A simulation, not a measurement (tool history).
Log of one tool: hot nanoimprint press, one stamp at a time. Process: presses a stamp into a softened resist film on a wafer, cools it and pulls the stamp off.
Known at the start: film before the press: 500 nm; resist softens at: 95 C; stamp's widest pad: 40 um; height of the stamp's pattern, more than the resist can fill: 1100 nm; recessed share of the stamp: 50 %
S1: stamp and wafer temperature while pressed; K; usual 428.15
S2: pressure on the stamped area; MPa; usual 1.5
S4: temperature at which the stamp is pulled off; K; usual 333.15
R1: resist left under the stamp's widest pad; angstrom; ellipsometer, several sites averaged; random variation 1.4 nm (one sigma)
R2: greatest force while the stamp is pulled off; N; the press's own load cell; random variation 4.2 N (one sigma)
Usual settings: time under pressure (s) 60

run 1 hour=0 | S1=428.15 S2=1.5 time_under_pressure_(s)=60 S4=333.15 | R1=2983 R2=242
run 2 hour=31.7 | S1=428.15 S2=1.5 time_under_pressure_(s)=51 S4=333.15 | R1=3110 R2=254
run 3 hour=69.3 | S1=428.15 S2=1.5 time_under_pressure_(s)=60 S4=333.15 | R1=2943 R2=246
run 4 hour=93.2 | S1=428.15 S2=0.98 time_under_pressure_(s)=60 S4=333.15 | R1=3482 R2=250
run 5 hour=123.3 | S1=428.15 S2=1.5 time_under_pressure_(s)=32 S4=333.15 | R1=3504 R2=264
run 6 hour=151 | S1=428.15 S2=1.5 time_under_pressure_(s)=32 S4=333.15 | R1=3456 R2=257
run 7 hour=180.1 | S1=428.15 S2=1.5 time_under_pressure_(s)=32 S4=333.15 | R1=3462 R2=261
run 8 hour=213.6 | S1=428.15 S2=1.5 time_under_pressure_(s)=60 S4=333.15 | R1=2904 R2=260
run 9 hour=268.4 | S1=428.15 S2=1.5 time_under_pressure_(s)=60 S4=333.15 | R1=2882 R2=202
run 10 hour=310 | S1=423.15 S2=2.29 time_under_pressure_(s)=86 S4=340.15 | R1=2625 R2=196
run 11 hour=344.2 | S1=423.15 S2=1.05 time_under_pressure_(s)=87 S4=340.15 | R1=3636 R2=195
run 12 hour=383.8 | S1=423.15 S2=2 time_under_pressure_(s)=32 S4=330.15 | R1=3590 R2=221
run 13 hour=434.7 | S1=439.15 S2=2 time_under_pressure_(s)=32 S4=326.15 | R1=1714 R2=227
run 14 hour=485.3 | S1=439.15 S2=2 time_under_pressure_(s)=32 S4=326.15 | R1=1810 R2=239
run 15 hour=521.6 | S1=439.15 S2=2 time_under_pressure_(s)=32 S4=326.15 | R1=1808 R2=241
run 16 hour=553.8 | S1=421.15 S2=2 time_under_pressure_(s)=49 S4=328.15 | R1=3699 R2=234

Not shown: 4 entries that the log had between the listed runs. Between which runs, and how does the tool's hidden state differ before and after?
Between runs 8 and 9: plate thermocouple calibrated (hour 218.9); stamp cleaned and given a new release coat (hour 252)
  true temperature over the reading, C: 0.53 -> 0.9; pressure that arrives at the usual setting, %: 95.93 -> 95.83; grip of the stamp's worn release coat, % over a new coat's: 31.4 -> 0.8
  measured less the result without the state, R1: -18 -> -67 angstrom; R2: +61 -> +0 N
Between runs 9 and 10: press's hydraulic seals changed and the load cell set to zero (hour 292.8)
  true temperature over the reading, C: 0.9 -> 0.97; pressure that arrives at the usual setting, %: 95.83 -> 99.67; grip of the stamp's worn release coat, % over a new coat's: 0.8 -> 2.4
  measured less the result without the state, R1: -67 -> -134 angstrom; R2: +0 -> +3 N
Between runs 13 and 14: plate thermocouple calibrated, once more (hour 456.8)
  true temperature over the reading, C: 1.23 -> 0.02; pressure that arrives at the usual setting, %: 99.39 -> 99.28; grip of the stamp's worn release coat, % over a new coat's: 8.5 -> 10.8
  measured less the result without the state, R1: -99 -> +8 angstrom; R2: +16 -> +23 N
